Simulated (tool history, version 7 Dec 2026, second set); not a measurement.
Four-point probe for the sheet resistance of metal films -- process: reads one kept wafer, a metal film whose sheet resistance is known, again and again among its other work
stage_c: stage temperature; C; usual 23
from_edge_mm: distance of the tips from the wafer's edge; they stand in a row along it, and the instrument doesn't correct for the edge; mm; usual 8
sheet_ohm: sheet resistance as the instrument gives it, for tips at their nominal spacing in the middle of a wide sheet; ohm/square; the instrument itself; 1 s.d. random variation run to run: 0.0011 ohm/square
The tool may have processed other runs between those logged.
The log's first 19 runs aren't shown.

run,hour,stage_c,from_edge_mm,sheet_ohm
20,564.2,33,21,5.184749
21,589.8,25,17,5.202384
# hour 620.5: stage's thermometer calibrated, once more
22,629,19,29,5.197352
23,662,31,44,5.17131
24,682.4,18,3,5.489545
25,714.3,21,24,5.194862
26,738.3,21,24,5.194293
27,780.1,21,24,5.19229
28,813,28,11,5.197584
29,853.2,27,14,5.192091
30,875,34,7,5.216384
31,905.1,19,15,5.204104
32,937.1,19,21,5.19766
33,967.5,29,59,5.1716
34,1007.4,22,3,5.474434

What if the next run were any one of these 3? Each begins from the tool's condition after run 34:
A,1028.1,31,20,?
B,1028.1,22,17,?
C,1028.1,22,5,?

run,sheet_ohm
A,5.172276
B,5.192405
C,5.290602
With no hidden state in the tool, these same runs would have given:
run,sheet_ohm
A,5.200125
B,5.220341
C,5.319023
